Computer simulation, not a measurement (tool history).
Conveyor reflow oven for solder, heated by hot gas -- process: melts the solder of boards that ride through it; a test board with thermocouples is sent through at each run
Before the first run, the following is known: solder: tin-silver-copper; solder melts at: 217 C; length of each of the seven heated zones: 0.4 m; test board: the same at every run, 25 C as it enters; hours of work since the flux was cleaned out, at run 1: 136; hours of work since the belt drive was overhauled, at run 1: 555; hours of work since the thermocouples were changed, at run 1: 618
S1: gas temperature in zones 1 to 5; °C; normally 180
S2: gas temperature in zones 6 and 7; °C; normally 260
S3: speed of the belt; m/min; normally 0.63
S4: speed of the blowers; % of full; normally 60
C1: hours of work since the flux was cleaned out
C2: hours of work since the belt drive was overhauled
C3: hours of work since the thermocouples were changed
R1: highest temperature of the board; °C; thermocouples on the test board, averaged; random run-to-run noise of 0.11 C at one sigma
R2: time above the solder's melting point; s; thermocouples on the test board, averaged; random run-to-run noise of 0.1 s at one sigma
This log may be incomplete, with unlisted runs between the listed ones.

Run 1, hour 0: usual settings; C1 136; C2 555; C3 618. Result: R1 241.8 °C, R2 50.4 s.
Run 2, hour 20.6: usual settings; C1 147; C2 566; C3 629. Result: R1 241.9 °C, R2 50.4 s.
Run 3, hour 41: usual settings; C1 158; C2 577; C3 640. Result: R1 241.7 °C, R2 50.1 s.
Run 4, hour 64.1: usual settings; C1 171; C2 590; C3 652. Result: R1 241.7 °C, R2 50 s.
Run 5, hour 85.7: usual settings; C1 182; C2 601; C3 664. Result: R1 241.7 °C, R2 49.7 s.
At hour 97: flux residue cleaned out of gas plates and filters.
Run 6, hour 104.2: usual settings; C1 4; C2 609; C3 671. Result: R1 243.2 °C, R2 52 s.
Run 7, hour 134.9: usual settings; C1 21; C2 625; C3 688. Result: R1 243.2 °C, R2 52.3 s.
Run 8, hour 158.3: usual settings; C1 33; C2 638; C3 701. Result: R1 242.7 °C, R2 51.8 s.
Run 9, hour 172.2: usual settings; C1 41; C2 645; C3 708. Result: R1 242.9 °C, R2 51.8 s.
Run 10, hour 200.8: usual settings but S4 59 % of full; C1 56; C2 661; C3 724. Result: R1 242.3 °C, R2 51.3 s.
At hour 204.9: thermocouples of zones 6 and 7 changed.
Run 11, hour 227.9: usual settings; C1 70; C2 674; C3 12. Result: R1 243.6 °C, R2 52.6 s.
Run 12, hour 243.9: usual settings; C1 78; C2 683; C3 21. Result: R1 243.6 °C, R2 52.4 s.
Run 13, hour 258.2: usual settings; C1 86; C2 691; C3 29. Result: R1 243.4 °C, R2 52.4 s.
Run 14, hour 288: usual settings; C1 102; C2 707; C3 45. Result: R1 243.3 °C, R2 52 s.
Run 15, hour 306.9: usual settings but S1 193 °C, S2 263 °C; C1 113; C2 717; C3 55. Result: R1 248.3 °C, R2 62.5 s.
Run 16, hour 320.2: usual settings but S1 193 °C, S2 263 °C; C1 120; C2 724; C3 62. Result: R1 248.3 °C, R2 62.7 s.
Run 17, hour 347.3: usual settings but S1 192 °C; C1 134; C2 739; C3 77. Result: R1 245.3 °C, R2 60 s.
Run 18, hour 369.5: usual settings but S2 273 °C, S3 0.676 m/min; C1 146; C2 751; C3 89. Result: R1 251 °C, R2 53.9 s.
Run 19, hour 384.5: usual settings but S1 166 °C, S4 88 % of full; C1 155; C2 759; C3 97. Result: R1 244.6 °C, R2 49.4 s.
Run 20, hour 401.3: usual settings but S1 166 °C, S4 88 % of full; C1 164; C2 768; C3 106. Result: R1 244.3 °C, R2 49.6 s.
Run 21, hour 420.8: usual settings but S1 183 °C, S2 272 °C, S3 0.65 m/min, S4 55 % of full; C1 174; C2 779; C3 117. Result: R1 250.6 °C, R2 57.3 s.
Run 22, hour 436: usual settings but S1 193 °C, S2 256 °C, S3 0.533 m/min, S4 55 % of full; C1 182; C2 787; C3 125. Result: R1 245.1 °C, R2 72.8 s.
At hour 441.9: belt drive overhauled, speed set with a stopwatch.
At hour 450.8: flux residue cleaned out of gas plates and filters.
Run 23, hour 475.9: usual settings but S1 193 °C, S2 256 °C, S3 0.533 m/min, S4 55 % of full; C1 14; C2 16; C3 142. Result: R1 245.4 °C, R2 72.1 s.
Run 24, hour 500.5: usual settings but S1 166 °C, S2 253 °C, S3 0.533 m/min, S4 73 % of full; C1 27; C2 29; C3 155. Result: R1 241.1 °C, R2 55.9 s.
Run 25, hour 531.3: usual settings but S2 254 °C, S3 0.684 m/min; C1 44; C2 46; C3 172. Result: R1 235.4 °C, R2 38.2 s.
Run 26, hour 559.4: usual settings but S2 254 °C, S3 0.684 m/min; C1 59; C2 61; C3 187. Result: R1 235.1 °C, R2 38.1 s.
Run 27, hour 586.7: usual settings but S2 253 °C, S4 83 % of full; C1 74; C2 76; C3 202. Result: R1 240.1 °C, R2 49.9 s.

Some steps in R1, run to run, broken into two amounts with sign: the step expected even without the hidden condition (settings, incoming material, random variation), and the rest, left for the hidden condition together with whatever gauge scatter is not in both the measured and the hidden-condition-free result:
Hidden state present: heat that the gas passes to the board, % of a clean oven's; belt's true speed, % of the reading; true gas temperature in zones 6 and 7 over the reading, C; drift of the gauge itself on peak_c, C; drift of the gauge itself on liquid_s, %.
Run 5 -> 6: flux residue cleaned out of gas plates and filters. R1 +1.5 °C: hidden state +1.7, all else -0.2.
Run 10 -> 11: S4 59 -> 60, thermocouples of zones 6 and 7 changed. R1 +1.3 °C: hidden state +1, all else +0.3.
Run 18 -> 19: S1 180 -> 166, S2 273 -> 260, S3 0.676 -> 0.63, S4 60 -> 88. R1 -6.4 °C: hidden state -0.3, all else -6.1.
Run 20 -> 21: S1 166 -> 183, S2 260 -> 272, S3 0.63 -> 0.65, S4 88 -> 55. R1 +6.3 °C: hidden state +0.1, all else +6.2.

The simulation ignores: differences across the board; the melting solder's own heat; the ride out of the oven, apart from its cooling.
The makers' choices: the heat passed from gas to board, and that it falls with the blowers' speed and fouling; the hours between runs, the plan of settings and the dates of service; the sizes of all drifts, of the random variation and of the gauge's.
